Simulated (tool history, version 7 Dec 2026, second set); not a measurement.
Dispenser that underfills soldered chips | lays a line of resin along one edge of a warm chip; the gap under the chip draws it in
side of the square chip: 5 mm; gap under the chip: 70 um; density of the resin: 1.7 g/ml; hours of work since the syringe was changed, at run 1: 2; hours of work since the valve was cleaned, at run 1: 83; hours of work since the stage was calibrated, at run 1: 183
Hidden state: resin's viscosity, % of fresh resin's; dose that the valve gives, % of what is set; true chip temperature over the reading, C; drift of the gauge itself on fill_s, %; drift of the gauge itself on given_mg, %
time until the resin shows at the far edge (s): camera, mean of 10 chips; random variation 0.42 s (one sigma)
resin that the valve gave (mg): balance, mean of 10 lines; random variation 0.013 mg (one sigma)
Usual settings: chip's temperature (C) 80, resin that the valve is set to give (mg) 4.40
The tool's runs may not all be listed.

run   hour  chip's temperature (C)  resin that the valve is set to give (mg)  hours of work since the syringe was changed  hours of work since the valve was cleaned  hours of work since the stage was calibrated  time until the resin shows at the far edge (s)  resin that the valve gave (mg)
  1    0.0                      80                                      4.40                                            2                                         83                                           183                                            34.7                            4.21
  2    6.2                      80                                      4.77                                            7                                         88                                           187                                            50.6                            4.54
      11.3  -- dispensing valve cleaned and set on the balance
      14.6  -- new syringe of resin
  3   21.9                      80                                      4.77                                            5                                          8                                           198                                            44.5                            4.75
      30.4  -- new syringe of resin
  4   31.7                      89                                      4.40                                            1                                         15                                           205                                            24.4                            4.36
      46.2  -- new syringe of resin
  5   46.2                      89                                      4.40                                            0                                         25                                           215                                            22.4                            4.35
  6   60.0                      89                                      4.40                                           10                                         35                                           225                                            53.2                            4.32
      62.3  -- new syringe of resin
  7   74.3                      89                                      4.40                                            9                                         46                                           236                                            47.9                            4.31
      78.4  -- new syringe of resin
  8   83.2                      89                                      3.98                                            4                                         52                                           242                                            31.5                            3.88
      94.1  -- new syringe of resin
  9   94.7                      89                                      3.98                                            0                                         60                                           250                                            23.7                            3.85
 10  102.0                      80                                      4.40                                            6                                         66                                           256                                            48.6                            4.27
     109.8  -- new syringe of resin
 11  115.1                      80                                      4.40                                            4                                         75                                           265                                            41.7                            4.22
     125.9  -- new syringe of resin
 12  125.9                      80                                      4.40                                            0                                         83                                           273                                            28.5                            4.22
 13  136.8                      80                                      4.40                                            8                                         91                                           281                                            57.6                            4.19
     139.2  -- dispensing valve cleaned and set on the balance
     142.8  -- new syringe of resin
 14  146.4                      80                                      3.72                                            3                                          5                                           287                                            38.7                            3.69
     158.5  -- new syringe of resin
 15  158.5                      80                                      3.72                                            0                                         14                                           296                                            30.5                            3.69
 16  172.8                      80                                      4.40                                           11                                         24                                           306                                            70.4                            4.34
     175.0  -- new syringe of resin
 17  184.4                      80                                      4.40                                            7                                         33                                           315                                            52.8                            4.31
     190.9  -- new syringe of resin
 18  195.2                      90                                      3.89                                            3                                         40                                           323                                            29.7                            3.80
 19  204.1                      90                                      3.89                                           10                                         47                                           329                                            51.0                            3.78
     207.0  -- new syringe of resin
 20  216.5                      90                                      3.89                                            7                                         56                                           338                                            40.9                            3.78
     223.1  -- new syringe of resin
 21  231.8                      80                                      5.43                                            6                                         67                                           349                                            50.9                            5.20
     239.0  -- new syringe of resin
 22  240.1                      80                                      5.43                                            1                                         73                                           355                                            30.5                            5.21
 23  246.6                      94                                      5.35                                            6                                         78                                           360                                            30.4                            5.11
     255.1  -- new syringe of resin
 24  256.3                      94                                      5.35                                            1                                         85                                           367                                            22.2                            5.09
     266.1  -- dispensing valve cleaned and set on the balance
 25  266.1                      69                                      4.40                                            7                                          0                                           373                                            78.1                            4.40
     271.8  -- new syringe of resin
 26  279.1                      75                                      4.40                                            5                                          9                                           383                                            53.4                            4.38
     288.4  -- new syringe of resin
 27  289.7                      76                                      4.07                                            1                                         17                                           390                                            36.6                            4.04
 28  302.6                      76                                      4.07                                           10                                         27                                           400                                            81.1                            4.04
     304.0  -- new syringe of resin
 29  310.8                      90                                      4.49                                            5                                         32                                           406                                            33.9                            4.43
 30  319.2                      90                                      4.49                                           11                                         39                                           412                                            59.1                            4.40
     320.8  -- new syringe of resin
 31  327.6                      90                                      4.49                                            5                                         45                                           418                                            34.3                            4.39
     337.3  -- new syringe of resin
 32  342.5                      90                                      4.49                                            4                                         55                                           429                                            31.4                            4.38

Forecast each of these 5 alternatives for the next run:
     353.3  -- new syringe of resin
  A  353.6                      86                                      4.06                                            0                                         63                                           437                                               ?                               ?
     353.3  -- new syringe of resin
  B  353.6                      81                                      4.28                                            0                                         63                                           437                                               ?                               ?
     353.3  -- new syringe of resin
  C  353.6                      91                                      4.40                                            0                                         63                                           437                                               ?                               ?
     353.3  -- new syringe of resin
  D  353.6                      84                                      4.61                                            0                                         63                                           437                                               ?                               ?
     353.3  -- new syringe of resin
  E  353.6                      77                                      5.43                                            0                                         63                                           437                                               ?                               ?

run  time until the resin shows at the far edge (s)  resin that the valve gave (mg)
  A                                            25.9                            3.92
  B                                            29.7                            4.13
  C                                            22.5                            4.25
  D                                            26.9                            4.45
  E                                            32.7                            5.26
Without the tool's hidden state the same runs would have given:
run  time until the resin shows at the far edge (s)  resin that the valve gave (mg)
  A                                            24.5                            4.05
  B                                            28.1                            4.26
  C                                            21.3                            4.39
  D                                            25.5                            4.60
  E                                            31.1                            5.44
